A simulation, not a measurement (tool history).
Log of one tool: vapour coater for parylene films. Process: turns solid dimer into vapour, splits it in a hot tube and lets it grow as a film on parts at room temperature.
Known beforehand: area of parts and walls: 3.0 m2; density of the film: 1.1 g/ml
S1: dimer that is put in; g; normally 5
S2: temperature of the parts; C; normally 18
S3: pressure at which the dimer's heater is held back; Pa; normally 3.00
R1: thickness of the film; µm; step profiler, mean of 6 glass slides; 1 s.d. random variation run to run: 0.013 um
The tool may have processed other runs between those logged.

run,hour,S1,S2,S3,R1
1,0.0,5,18,3.00,1.20
2,24.3,5,18,3.00,1.21
3,50.7,3,18,3.00,0.72
4,80.9,5,18,3.00,1.20
5,107.6,5,18,3.40,1.14
6,158.7,5,18,3.31,1.16
7,189.7,5,18,3.00,1.18
8,224.6,5,18,9.01,0.88
9,262.6,5,18,9.01,0.88
10,311.5,8,13,2.40,2.21
# hour 318.2: trap's valve overhauled
11,343.0,8,13,3.43,1.91
12,394.3,5,10,2.53,1.33

Forecast run 13:
13,439.8,3,22,8.97,?

{"run 13": {"R1": 0.43}}
With the hidden condition absent and the run-to-run variation left alone, this run would have shown R1 0.49 µm.
